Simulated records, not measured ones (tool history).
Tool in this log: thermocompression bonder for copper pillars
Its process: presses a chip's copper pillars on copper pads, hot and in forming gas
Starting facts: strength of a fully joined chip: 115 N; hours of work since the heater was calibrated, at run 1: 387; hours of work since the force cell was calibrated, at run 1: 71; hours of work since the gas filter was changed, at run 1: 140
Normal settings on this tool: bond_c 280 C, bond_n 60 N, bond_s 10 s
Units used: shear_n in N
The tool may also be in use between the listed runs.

| run | hour | bond_c | bond_n | bond_s | hours of work since the heater was calibrated | hours of work since the force cell was calibrated | hours of work since the gas filter was changed | shear_n |
|---|---|---|---|---|---|---|---|---|
| 1 | 0.0 | 280 | 60 | 10 | 387 | 71 | 140 | 46.4 |
| 2 | 13.3 | 280 | 60 | 10 | 392 | 77 | 146 | 45.7 |
| 3 | 19.0 | 280 | 60 | 10 | 395 | 79 | 148 | 44.7 |
| 4 | 25.0 | 280 | 60 | 10 | 397 | 82 | 150 | 45.8 |
| 5 | 34.7 | 280 | 60 | 10 | 401 | 86 | 155 | 46.7 |
| 6 | 41.3 | 280 | 60 | 10 | 404 | 89 | 157 | 46.7 |
| 7 | 54.1 | 280 | 60 | 10 | 409 | 94 | 163 | 46.8 |
| 8 | 63.6 | 280 | 60 | 10 | 413 | 98 | 167 | 46.0 |
| 9 | 73.7 | 280 | 37 | 10 | 418 | 102 | 171 | 29.0 |
| 10 | 86.9 | 280 | 41 | 10 | 423 | 108 | 176 | 32.1 |
| 11 | 94.3 | 280 | 41 | 10 | 426 | 111 | 180 | 32.9 |
| 12 | 102.3 | 253 | 60 | 10 | 430 | 114 | 183 | 34.1 |
| 13 | 112.8 | 253 | 60 | 10 | 434 | 119 | 187 | 32.3 |
| 14 | 120.1 | 253 | 60 | 10 | 437 | 122 | 190 | 33.8 |
| 15 | 131.5 | 253 | 60 | 10 | 442 | 126 | 195 | 34.6 |
| 16 | 142.8 | 253 | 60 | 10 | 447 | 131 | 200 | 33.6 |
| 17 | 154.7 | 253 | 60 | 10 | 452 | 136 | 205 | 33.5 |
| 18 | 166.4 | 253 | 60 | 10 | 457 | 141 | 210 | 34.7 |
| 19 | 172.1 | 253 | 60 | 10 | 459 | 143 | 212 | 34.2 |
| 20 | 179.3 | 280 | 80 | 10 | 462 | 147 | 215 | 58.3 |
| 21 | 192.5 | 280 | 80 | 10 | 468 | 152 | 221 | 56.4 |
| 22 | 200.0 | 258 | 58 | 12 | 471 | 155 | 224 | 36.9 |
| 23 | 210.2 | 280 | 61 | 7 | 475 | 160 | 228 | 40.8 |
| 24 | 219.3 | 280 | 61 | 7 | 479 | 163 | 232 | 40.8 |
| 25 | 228.5 | 279 | 72 | 10 | 483 | 167 | 236 | 52.9 |
| 26 | 236.7 | 280 | 88 | 8 | 486 | 171 | 239 | 57.3 |
| 27 | 248.0 | 280 | 56 | 8 | 491 | 175 | 244 | 39.5 |
| 28 | 261.6 | 280 | 42 | 10 | 497 | 181 | 250 | 34.6 |
| 29 | 271.9 | 280 | 42 | 10 | 501 | 185 | 254 | 33.4 |
| 30 | 277.5 | 275 | 68 | 10 | 503 | 188 | 257 | 47.9 |
|  | 282.7 | heater calibrated with a thermocouple chip |
| 31 | 292.0 | 307 | 89 | 10 | 4 | 193 | 262 | 69.0 |
| 32 | 302.9 | 284 | 48 | 10 | 9 | 198 | 266 | 35.0 |
| 33 | 309.8 | 284 | 48 | 10 | 11 | 200 | 269 | 33.1 |
| 34 | 317.2 | 280 | 60 | 7 | 15 | 204 | 272 | 33.9 |
| 35 | 324.3 | 293 | 48 | 9 | 17 | 207 | 275 | 35.5 |
| 36 | 338.0 | 290 | 47 | 9 | 23 | 212 | 281 | 33.9 |
| 37 | 346.0 | 290 | 47 | 9 | 27 | 216 | 284 | 33.6 |
| 38 | 359.0 | 290 | 47 | 9 | 32 | 221 | 290 | 35.2 |
| 39 | 366.2 | 290 | 47 | 9 | 35 | 224 | 293 | 34.6 |
| 40 | 378.7 | 280 | 43 | 19 | 40 | 229 | 298 | 38.7 |
| 41 | 392.2 | 280 | 43 | 15 | 46 | 235 | 304 | 34.9 |

Each row is a separate what-if for the run after 41, all from the same tool condition, not one after another. Results?
| A | 405.2 | 280 | 43 | 10 | 51 | 241 | 309 | ? |
| B | 405.2 | 259 | 60 | 6 | 51 | 241 | 309 | ? |
| C | 405.2 | 280 | 60 | 26 | 51 | 241 | 309 | ? |

| run | shear_n |
|---|---|
| A | 30.2 |
| B | 24.9 |
| C | 55.4 |
The same runs, with their run-to-run variation unchanged, on a tool lacking any hidden condition would have given:
| run | shear_n |
|---|---|
| A | 31.9 |
| B | 26.3 |
| C | 58.8 |
